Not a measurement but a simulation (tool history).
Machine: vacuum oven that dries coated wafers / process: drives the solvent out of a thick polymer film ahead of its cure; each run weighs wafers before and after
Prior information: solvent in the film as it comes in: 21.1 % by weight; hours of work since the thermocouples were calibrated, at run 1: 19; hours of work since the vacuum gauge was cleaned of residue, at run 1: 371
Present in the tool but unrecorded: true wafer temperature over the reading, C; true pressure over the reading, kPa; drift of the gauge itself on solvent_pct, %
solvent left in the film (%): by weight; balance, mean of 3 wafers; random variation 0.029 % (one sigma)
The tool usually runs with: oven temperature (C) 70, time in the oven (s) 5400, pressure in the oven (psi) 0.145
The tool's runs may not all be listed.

| run | hour | oven temperature (C) | time in the oven (s) | pressure in the oven (psi) | hours of work since the thermocouples were calibrated | hours of work since the vacuum gauge was cleaned of residue | solvent left in the film (%) |
|---|---|---|---|---|---|---|---|
| 1 | 0 | 70 | 5400 | 0.145 | 19 | 371 | 1.3 |
| 2 | 52.7 | 70 | 5400 | 0.145 | 59 | 411 | 1.25 |
| 3 | 110.4 | 70 | 5400 | 0.133 | 103 | 455 | 1.23 |
| 4 | 136.8 | 70 | 5400 | 0.133 | 123 | 476 | 1.2 |
| 5 | 199 | 69 | 5400 | 0.145 | 171 | 523 | 1.42 |
| 6 | 246.9 | 69 | 5400 | 0.145 | 208 | 560 | 1.39 |
| 7 | 305.4 | 69 | 5400 | 0.145 | 252 | 605 | 1.38 |
| 8 | 348.1 | 69 | 5400 | 0.145 | 285 | 637 | 1.41 |
| 9 | 400.8 | 69 | 5400 | 0.145 | 326 | 678 | 1.38 |
| 10 | 460.5 | 64 | 5400 | 0.145 | 371 | 723 | 2.34 |
| 11 | 508.5 | 70 | 5400 | 0.184 | 408 | 760 | 1.4 |
| 12 | 555 | 70 | 5400 | 0.184 | 444 | 796 | 1.36 |
| 13 | 604.6 | 70 | 5400 | 0.184 | 482 | 834 | 1.39 |
| 14 | 655.8 | 70 | 5400 | 0.145 | 521 | 873 | 1.28 |
| 15 | 717.6 | 70 | 5400 | 0.145 | 568 | 920 | 1.27 |
| 16 | 749.9 | 70 | 5400 | 0.145 | 593 | 945 | 1.25 |
| 17 | 796.3 | 70 | 5940 | 0.145 | 628 | 981 | 1.07 |
| 18 | 838.5 | 70 | 5940 | 0.145 | 661 | 1013 | 1.05 |
| 19 | 870.5 | 70 | 5340 | 0.145 | 685 | 1037 | 1.25 |
| 20 | 934.4 | 70 | 5400 | 0.145 | 734 | 1086 | 1.24 |
| 21 | 975.6 | 70 | 5400 | 0.145 | 766 | 1118 | 1.21 |
| 22 | 1018.8 | 70 | 5400 | 0.107 | 799 | 1151 | 1.12 |
| 23 | 1058.3 | 70 | 5400 | 0.107 | 829 | 1181 | 1.12 |
| 24 | 1091.1 | 70 | 5400 | 0.145 | 854 | 1206 | 1.23 |
| 25 | 1123.2 | 70 | 5400 | 0.145 | 879 | 1231 | 1.25 |
| 26 | 1160.4 | 75 | 6180 | 0.31 | 907 | 1259 | 1.01 |
|  | 1186.3 | oven's thermocouples calibrated |
| 27 | 1225.5 | 75 | 3480 | 0.31 | 30 | 1308 | 2.06 |
| 28 | 1279.2 | 75 | 7740 | 0.254 | 71 | 1349 | 0.78 |
| 29 | 1331.3 | 75 | 7740 | 0.254 | 111 | 1389 | 0.85 |
| 30 | 1364.9 | 73 | 7440 | 0.254 | 137 | 1415 | 0.88 |
| 31 | 1416.4 | 73 | 7440 | 0.254 | 176 | 1454 | 0.84 |
| 32 | 1443.8 | 67 | 3180 | 0.418 | 197 | 1475 | 4.7 |
| 33 | 1490.3 | 70 | 5400 | 0.379 | 233 | 1511 | 1.86 |
| 34 | 1542.5 | 62 | 9060 | 0.145 | 273 | 1551 | 1.16 |
| 35 | 1604.2 | 62 | 9060 | 0.145 | 320 | 1598 | 1.27 |
| 36 | 1651.8 | 72 | 5580 | 0.145 | 356 | 1634 | 0.96 |
| 37 | 1705.2 | 58 | 4200 | 0.083 | 397 | 1675 | 5.04 |
| 38 | 1731.6 | 70 | 3960 | 0.145 | 418 | 1695 | 2.23 |
| 39 | 1794.9 | 78 | 5280 | 0.405 | 466 | 1744 | 1.12 |
| 40 | 1852 | 78 | 5280 | 0.405 | 510 | 1788 | 1.08 |
| 41 | 1904.7 | 78 | 5280 | 0.405 | 550 | 1828 | 1.15 |
| 42 | 1932.3 | 78 | 5280 | 0.405 | 571 | 1849 | 1.14 |
| 43 | 1962.2 | 69 | 5760 | 0.439 | 594 | 1872 | 2.09 |
| 44 | 2007.3 | 55 | 5400 | 0.144 | 629 | 1906 | 4.71 |
| 45 | 2040.7 | 55 | 5400 | 0.144 | 654 | 1932 | 4.72 |
| 46 | 2074.7 | 55 | 5400 | 0.144 | 680 | 1958 | 4.75 |
| 47 | 2106.6 | 75 | 4200 | 0.144 | 705 | 1983 | 1.18 |
| 48 | 2165.1 | 75 | 4200 | 0.144 | 750 | 2027 | 1.19 |

Take each entry between the runs: how does the hidden state at the last listed run before it differ from the hidden state at the first listed run after it?
Runs 26 to 27: oven's thermocouples calibrated (hour 1186.3)
  true wafer temperature over the reading, C: 0.19 -> 0.29; true pressure over the reading, kPa: 0.234 -> 0.243
  measured value less the no-hidden-state value, solvent left in the film (%): +0.07 -> +0.03
